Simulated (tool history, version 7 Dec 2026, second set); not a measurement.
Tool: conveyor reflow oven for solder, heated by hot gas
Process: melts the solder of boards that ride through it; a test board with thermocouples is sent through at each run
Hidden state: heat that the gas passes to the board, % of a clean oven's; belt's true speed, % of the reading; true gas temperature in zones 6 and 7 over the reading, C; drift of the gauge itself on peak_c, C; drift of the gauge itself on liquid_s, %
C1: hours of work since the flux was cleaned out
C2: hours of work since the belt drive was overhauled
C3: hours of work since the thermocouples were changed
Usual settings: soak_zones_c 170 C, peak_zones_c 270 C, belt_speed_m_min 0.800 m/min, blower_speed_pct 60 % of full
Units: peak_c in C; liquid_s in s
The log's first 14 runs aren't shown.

{"run": 15, "day": 12.521, "soak_zones_c": 170, "peak_zones_c": 270, "belt_speed_m_min": 0.8, "blower_speed_pct": 65, "C1": 92, "C2": 646, "C3": 94, "peak_c": 256.9, "liquid_s": 41.32}
{"run": 16, "day": 13.658, "soak_zones_c": 180, "peak_zones_c": 272, "belt_speed_m_min": 0.834, "blower_speed_pct": 65, "C1": 114, "C2": 667, "C3": 116, "peak_c": 259.0, "liquid_s": 42.56}
{"run": 17, "day": 14.804, "soak_zones_c": 170, "peak_zones_c": 282, "belt_speed_m_min": 0.724, "blower_speed_pct": 54, "C1": 135, "C2": 689, "C3": 137, "peak_c": 267.7, "liquid_s": 50.1}
{"run": 18, "day": 15.929, "soak_zones_c": 170, "peak_zones_c": 282, "belt_speed_m_min": 0.724, "blower_speed_pct": 54, "C1": 157, "C2": 710, "C3": 158, "peak_c": 267.9, "liquid_s": 50.13}
{"run": 19, "day": 16.679, "soak_zones_c": 156, "peak_zones_c": 270, "belt_speed_m_min": 0.75, "blower_speed_pct": 59, "C1": 171, "C2": 724, "C3": 172, "peak_c": 255.0, "liquid_s": 40.11}
{"run": 20, "day": 17.512, "soak_zones_c": 175, "peak_zones_c": 270, "belt_speed_m_min": 0.8, "blower_speed_pct": 62, "C1": 186, "C2": 740, "C3": 188, "peak_c": 256.8, "liquid_s": 42.18}
{"run": 21, "day": 18.262, "soak_zones_c": 175, "peak_zones_c": 278, "belt_speed_m_min": 0.7, "blower_speed_pct": 62, "C1": 201, "C2": 754, "C3": 202, "peak_c": 267.9, "liquid_s": 53.45}
{"run": 22, "day": 18.775, "soak_zones_c": 175, "peak_zones_c": 278, "belt_speed_m_min": 0.7, "blower_speed_pct": 62, "C1": 210, "C2": 764, "C3": 212, "peak_c": 267.9, "liquid_s": 53.34}
{"run": 23, "day": 19.438, "soak_zones_c": 170, "peak_zones_c": 270, "belt_speed_m_min": 0.8, "blower_speed_pct": 68, "C1": 223, "C2": 776, "C3": 224, "peak_c": 257.5, "liquid_s": 41.63}
{"run": 24, "day": 20.392, "soak_zones_c": 165, "peak_zones_c": 262, "belt_speed_m_min": 0.802, "blower_speed_pct": 68, "C1": 241, "C2": 794, "C3": 242, "peak_c": 249.3, "liquid_s": 36.67}
{"day": 21.296, "done": "flux residue cleaned out of gas plates and filters"}
{"run": 25, "day": 21.604, "soak_zones_c": 165, "peak_zones_c": 283, "belt_speed_m_min": 0.953, "blower_speed_pct": 59, "C1": 6, "C2": 813, "C3": 261, "peak_c": 260.1, "liquid_s": 33.94}
{"run": 26, "day": 22.329, "soak_zones_c": 165, "peak_zones_c": 283, "belt_speed_m_min": 0.953, "blower_speed_pct": 83, "C1": 19, "C2": 827, "C3": 275, "peak_c": 267.9, "liquid_s": 37.13}
{"run": 27, "day": 23.158, "soak_zones_c": 173, "peak_zones_c": 271, "belt_speed_m_min": 0.895, "blower_speed_pct": 52, "C1": 35, "C2": 842, "C3": 291, "peak_c": 250.8, "liquid_s": 33.73}
{"run": 28, "day": 24.358, "soak_zones_c": 170, "peak_zones_c": 278, "belt_speed_m_min": 0.8, "blower_speed_pct": 60, "C1": 58, "C2": 865, "C3": 313, "peak_c": 263.4, "liquid_s": 43.63}
{"run": 29, "day": 25.508, "soak_zones_c": 170, "peak_zones_c": 278, "belt_speed_m_min": 0.8, "blower_speed_pct": 60, "C1": 79, "C2": 886, "C3": 335, "peak_c": 263.3, "liquid_s": 43.72}
{"run": 30, "day": 26.608, "soak_zones_c": 170, "peak_zones_c": 270, "belt_speed_m_min": 0.834, "blower_speed_pct": 57, "C1": 100, "C2": 907, "C3": 356, "peak_c": 253.7, "liquid_s": 37.62}

5 ways to go on from here, each from the tool as it stands after run 30. What would each give?
{"run": "A", "day": 27.333, "soak_zones_c": 170, "peak_zones_c": 259, "belt_speed_m_min": 0.943, "blower_speed_pct": 79, "C1": 114, "C2": 921, "C3": 369, "peak_c": "?", "liquid_s": "?"}
{"run": "B", "day": 27.333, "soak_zones_c": 170, "peak_zones_c": 277, "belt_speed_m_min": 0.834, "blower_speed_pct": 57, "C1": 114, "C2": 921, "C3": 369, "peak_c": "?", "liquid_s": "?"}
{"run": "C", "day": 27.333, "soak_zones_c": 170, "peak_zones_c": 270, "belt_speed_m_min": 0.946, "blower_speed_pct": 69, "C1": 114, "C2": 921, "C3": 369, "peak_c": "?", "liquid_s": "?"}
{"run": "D", "day": 27.333, "soak_zones_c": 160, "peak_zones_c": 267, "belt_speed_m_min": 0.783, "blower_speed_pct": 57, "C1": 114, "C2": 921, "C3": 369, "peak_c": "?", "liquid_s": "?"}
{"run": "E", "day": 27.333, "soak_zones_c": 159, "peak_zones_c": 270, "belt_speed_m_min": 0.74, "blower_speed_pct": 58, "C1": 114, "C2": 921, "C3": 369, "peak_c": "?", "liquid_s": "?"}

run=A peak_c=246.4 liquid_s=30.48
run=B peak_c=259.9 liquid_s=40.41
run=C peak_c=253.2 liquid_s=32.93
run=D peak_c=251.3 liquid_s=37.09
run=E peak_c=256.3 liquid_s=42.02
Without the tool's hidden state the same runs would have given:
run=A peak_c=245.9 liquid_s=30.16
run=B peak_c=259.2 liquid_s=39.86
run=C peak_c=252.8 liquid_s=32.56
run=D peak_c=250.6 liquid_s=36.51
run=E peak_c=255.6 liquid_s=41.42
